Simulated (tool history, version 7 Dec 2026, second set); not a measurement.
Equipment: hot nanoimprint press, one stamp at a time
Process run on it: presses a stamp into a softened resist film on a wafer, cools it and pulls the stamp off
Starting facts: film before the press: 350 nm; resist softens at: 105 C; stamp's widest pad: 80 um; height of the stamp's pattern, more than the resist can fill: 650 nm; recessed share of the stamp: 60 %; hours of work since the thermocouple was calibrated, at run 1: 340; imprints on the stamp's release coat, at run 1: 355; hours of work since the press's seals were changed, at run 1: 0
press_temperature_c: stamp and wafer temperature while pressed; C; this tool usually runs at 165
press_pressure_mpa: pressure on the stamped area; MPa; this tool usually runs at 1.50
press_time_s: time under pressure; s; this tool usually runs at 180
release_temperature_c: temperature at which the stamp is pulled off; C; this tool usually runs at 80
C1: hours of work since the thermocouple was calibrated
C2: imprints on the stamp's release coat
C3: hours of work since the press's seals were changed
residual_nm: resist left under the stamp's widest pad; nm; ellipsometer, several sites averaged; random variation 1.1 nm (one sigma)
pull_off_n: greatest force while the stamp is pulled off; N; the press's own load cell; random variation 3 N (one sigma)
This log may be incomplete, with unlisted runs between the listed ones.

Run 1, hour 0.0: usual settings; C1 340; C2 355; C3 0. Result: residual_nm 166.8 nm, pull_off_n 140 N.
Run 2, hour 28.3: usual settings; C1 360; C2 415; C3 19. Result: residual_nm 165.5 nm, pull_off_n 141 N.
Run 3, hour 74.3: usual settings; C1 391; C2 512; C3 51. Result: residual_nm 164.8 nm, pull_off_n 136 N.
Run 4, hour 120.9: usual settings; C1 423; C2 611; C3 82. Result: residual_nm 166.4 nm, pull_off_n 142 N.
Run 5, hour 153.9: usual settings; C1 445; C2 681; C3 105. Result: residual_nm 165.4 nm, pull_off_n 138 N.
Run 6, hour 182.1: usual settings but press_time_s 118 s; C1 464; C2 740; C3 124. Result: residual_nm 191.7 nm, pull_off_n 139 N.
Run 7, hour 212.8: usual settings; C1 485; C2 805; C3 145. Result: residual_nm 166.8 nm, pull_off_n 145 N.
At hour 250.0: plate thermocouple calibrated.
Run 8, hour 265.0: usual settings but release_temperature_c 74 C; C1 10; C2 909; C3 178. Result: residual_nm 164.4 nm, pull_off_n 156 N.
Run 9, hour 319.9: usual settings but press_temperature_c 159 C; C1 48; C2 1026; C3 216. Result: residual_nm 222.5 nm, pull_off_n 140 N.
Run 10, hour 345.2: usual settings but press_temperature_c 159 C; C1 65; C2 1079; C3 233. Result: residual_nm 225.0 nm, pull_off_n 143 N.
Run 11, hour 382.1: usual settings but press_temperature_c 159 C; C1 90; C2 1158; C3 258. Result: residual_nm 222.3 nm, pull_off_n 148 N.
Run 12, hour 432.2: usual settings but press_temperature_c 159 C; C1 124; C2 1264; C3 292. Result: residual_nm 223.1 nm, pull_off_n 138 N.
Run 13, hour 464.8: usual settings but press_temperature_c 159 C; C1 146; C2 1333; C3 314. Result: residual_nm 221.6 nm, pull_off_n 144 N.
Run 14, hour 498.6: usual settings but press_temperature_c 177 C; C1 169; C2 1404; C3 337. Result: residual_nm 89.0 nm, pull_off_n 144 N.
Run 15, hour 537.9: usual settings but press_temperature_c 177 C; C1 196; C2 1487; C3 364. Result: residual_nm 91.7 nm, pull_off_n 137 N.
Run 16, hour 572.7: usual settings but press_temperature_c 171 C, press_pressure_mpa 1.57 MPa, press_time_s 285 s; C1 219; C2 1561; C3 387. Result: residual_nm 101.1 nm, pull_off_n 139 N.
Run 17, hour 596.1: usual settings but press_temperature_c 171 C, press_pressure_mpa 1.57 MPa, press_time_s 285 s; C1 235; C2 1611; C3 403. Result: residual_nm 102.2 nm, pull_off_n 135 N.
Run 18, hour 623.8: usual settings but press_temperature_c 171 C, press_pressure_mpa 1.57 MPa, press_time_s 285 s; C1 254; C2 1669; C3 422. Result: residual_nm 100.5 nm, pull_off_n 141 N.
Run 19, hour 677.9: usual settings but release_temperature_c 68 C; C1 291; C2 1784; C3 459. Result: residual_nm 163.0 nm, pull_off_n 162 N.
Run 20, hour 706.1: usual settings but press_temperature_c 156 C, press_pressure_mpa 0.94 MPa, release_temperature_c 78 C; C1 310; C2 1844; C3 478. Result: residual_nm 294.5 nm, pull_off_n 145 N.
Run 21, hour 742.0: usual settings but press_temperature_c 163 C, press_pressure_mpa 1.18 MPa, press_time_s 294 s, release_temperature_c 78 C; C1 335; C2 1920; C3 503. Result: residual_nm 179.2 nm, pull_off_n 147 N.
Run 22, hour 776.8: usual settings but press_temperature_c 169 C, press_pressure_mpa 1.18 MPa, press_time_s 123 s, release_temperature_c 87 C; C1 358; C2 1993; C3 526. Result: residual_nm 174.8 nm, pull_off_n 125 N.
Run 23, hour 815.9: usual settings but press_temperature_c 169 C, press_pressure_mpa 1.18 MPa, press_time_s 123 s, release_temperature_c 87 C; C1 385; C2 2076; C3 553. Result: residual_nm 176.3 nm, pull_off_n 127 N.
Run 24, hour 853.0: usual settings but press_pressure_mpa 1.27 MPa, press_time_s 157 s, release_temperature_c 71 C; C1 410; C2 2155; C3 578. Result: residual_nm 187.5 nm, pull_off_n 162 N.
Run 25, hour 903.4: usual settings but press_pressure_mpa 1.27 MPa, press_time_s 157 s, release_temperature_c 71 C; C1 444; C2 2261; C3 612. Result: residual_nm 188.1 nm, pull_off_n 163 N.
At hour 956.3: stamp cleaned and given a new release coat.
Run 26, hour 961.1: usual settings but press_pressure_mpa 1.27 MPa, press_time_s 157 s, release_temperature_c 71 C; C1 480; C2 10; C3 648. Result: residual_nm 190.2 nm, pull_off_n 155 N.
At hour 1003.7: plate thermocouple calibrated.
Run 27, hour 1003.7: usual settings but press_temperature_c 157 C, press_pressure_mpa 1.56 MPa, press_time_s 94 s, release_temperature_c 67 C; C1 0; C2 94; C3 674. Result: residual_nm 274.7 nm, pull_off_n 166 N.
Run 28, hour 1034.9: usual settings; C1 21; C2 160; C3 696. Result: residual_nm 166.3 nm, pull_off_n 144 N.
Run 29, hour 1089.5: usual settings but press_temperature_c 162 C, press_pressure_mpa 0.93 MPa, press_time_s 112 s, release_temperature_c 66 C; C1 58; C2 275; C3 733. Result: residual_nm 266.8 nm, pull_off_n 171 N.
Run 30, hour 1128.7: usual settings but press_temperature_c 172 C, press_pressure_mpa 1.43 MPa, press_time_s 203 s, release_temperature_c 67 C; C1 85; C2 359; C3 760. Result: residual_nm 114.4 nm, pull_off_n 170 N.

3 options for the next run, each taken on its own from the tool as it stands now. Forecast them:
Run A, hour 1153.9: usual settings but release_temperature_c 66 C; C1 102; C2 412; C3 777. Result: residual_nm ?, pull_off_n ?.
Run B, hour 1153.9: usual settings but press_temperature_c 171 C, press_time_s 117 s; C1 102; C2 412; C3 777. Result: residual_nm ?, pull_off_n ?.
Run C, hour 1153.9: usual settings but release_temperature_c 85 C; C1 102; C2 412; C3 777. Result: residual_nm ?, pull_off_n ?.

run  residual_nm  pull_off_n
  A        167.1         175
  B        141.5         139
  C        165.6         133
With the hidden condition removed and each run's random variation left untouched, the same runs would have given:
run  residual_nm  pull_off_n
  A        166.9         175
  B        141.3         139
  C        165.3         132
